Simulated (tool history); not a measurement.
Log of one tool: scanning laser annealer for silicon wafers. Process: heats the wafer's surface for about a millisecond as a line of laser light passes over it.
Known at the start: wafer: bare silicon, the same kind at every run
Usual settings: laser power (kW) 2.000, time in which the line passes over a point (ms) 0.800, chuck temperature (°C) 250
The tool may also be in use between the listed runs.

| run | hour | laser power (kW) | time in which the line passes over a point (ms) | chuck temperature (°C) | highest temperature of the surface (°C) |
|---|---|---|---|---|---|
| 1 | 0.0 | 2.000 | 0.800 | 250 | 966 |
| 2 | 62.3 | 2.000 | 0.800 | 254 | 966 |
| 3 | 140.5 | 1.875 | 0.800 | 254 | 902 |
|  | 192.6 | window over the wafer cleaned |
| 4 | 226.4 | 2.000 | 0.800 | 212 | 880 |
| 5 | 289.5 | 2.000 | 0.800 | 250 | 911 |
| 6 | 329.8 | 1.924 | 0.800 | 250 | 879 |
| 7 | 381.1 | 1.924 | 0.800 | 250 | 873 |
| 8 | 446.5 | 1.924 | 0.800 | 250 | 868 |
| 9 | 530.6 | 2.000 | 0.800 | 271 | 910 |
| 10 | 614.1 | 2.000 | 0.800 | 266 | 900 |
|  | 681.3 | window over the wafer cleaned, once more |
| 11 | 703.6 | 2.000 | 0.754 | 223 | 942 |
| 12 | 787.2 | 2.185 | 0.636 | 250 | 971 |
| 13 | 865.3 | 2.185 | 0.636 | 250 | 965 |
| 14 | 913.7 | 2.196 | 0.804 | 284 | 1090 |
| 15 | 960.6 | 1.999 | 0.593 | 290 | 899 |
| 16 | 1017.0 | 2.007 | 0.677 | 250 | 900 |
| 17 | 1064.0 | 2.007 | 0.677 | 250 | 895 |

Forecast each of these 3 alternatives for the next run:
| A | 1137.9 | 2.026 | 0.877 | 234 | ? |
| B | 1137.9 | 2.007 | 0.852 | 250 | ? |
| C | 1137.9 | 2.012 | 0.800 | 237 | ? |

| run | highest temperature of the surface (°C) |
|---|---|
| A | 973 |
| B | 970 |
| C | 938 |
Without the tool's hidden state the same runs would have given:
| run | highest temperature of the surface (°C) |
|---|---|
| A | 1042 |
| B | 1037 |
| C | 1003 |
